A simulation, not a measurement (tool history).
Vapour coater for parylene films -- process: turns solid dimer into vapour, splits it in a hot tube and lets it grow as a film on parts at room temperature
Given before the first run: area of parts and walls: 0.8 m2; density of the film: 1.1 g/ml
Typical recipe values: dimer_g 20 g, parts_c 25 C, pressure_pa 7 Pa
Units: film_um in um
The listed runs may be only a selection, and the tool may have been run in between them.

run,hour,dimer_g,parts_c,pressure_pa,film_um
1,0,20,25,7,15.82
2,11.2,20,22,7,16.91
3,27.1,20,22,7,16.83
4,37.9,20,22,7,16.65
5,49.3,25,22,7,20.85
6,59,25,22,7,20.94
7,66.7,25,22,7,20.89
8,75.6,25,22,7,20.75
9,83.5,20,25,2.41,18.87
10,95.2,20,25,2.81,18.51
11,102.8,20,25,2.81,18.39
12,114.7,20,25,2.81,18.61
13,130.7,20,25,2.81,18.2
14,137.3,20,25,2.81,18.15
15,149.4,13,21,9.21,10.4
16,159.5,13,21,9.21,10.38
17,170.1,19,31,5.84,13.47
18,185.1,20,33,11.11,12.16
# hour 187.3: table's thermometer calibrated
19,201.2,27,25,10.04,19.73
20,211.4,27,25,10.04,19.58
21,218.2,27,29,4.64,20.38
22,233.1,27,29,4.64,20.41
23,239.8,35,31,4.64,25.53
24,253.4,35,30,4.64,25.9
25,260.6,11,21,2.1,11.29
26,275.2,11,21,2.1,11.54
# hour 280.7: table's thermometer calibrated, once more
27,289,11,21,2.1,11.3
28,304.8,8,19,2.1,8.35

Consider 4 possible next runs. They are alternatives, not a sequence: every one starts from the tool as it was left by run 28. What does each give?
A,314.4,17,25,7,?
B,314.4,9,19,4.87,?
C,314.4,12,19,5.71,?
D,314.4,11,27,3.54,?

run,film_um
A,13.04
B,8.25
C,10.57
D,8.95
Had the tool no hidden state, the same runs would have come out as:
run,film_um
A,14.09
B,8.91
C,11.42
D,9.68
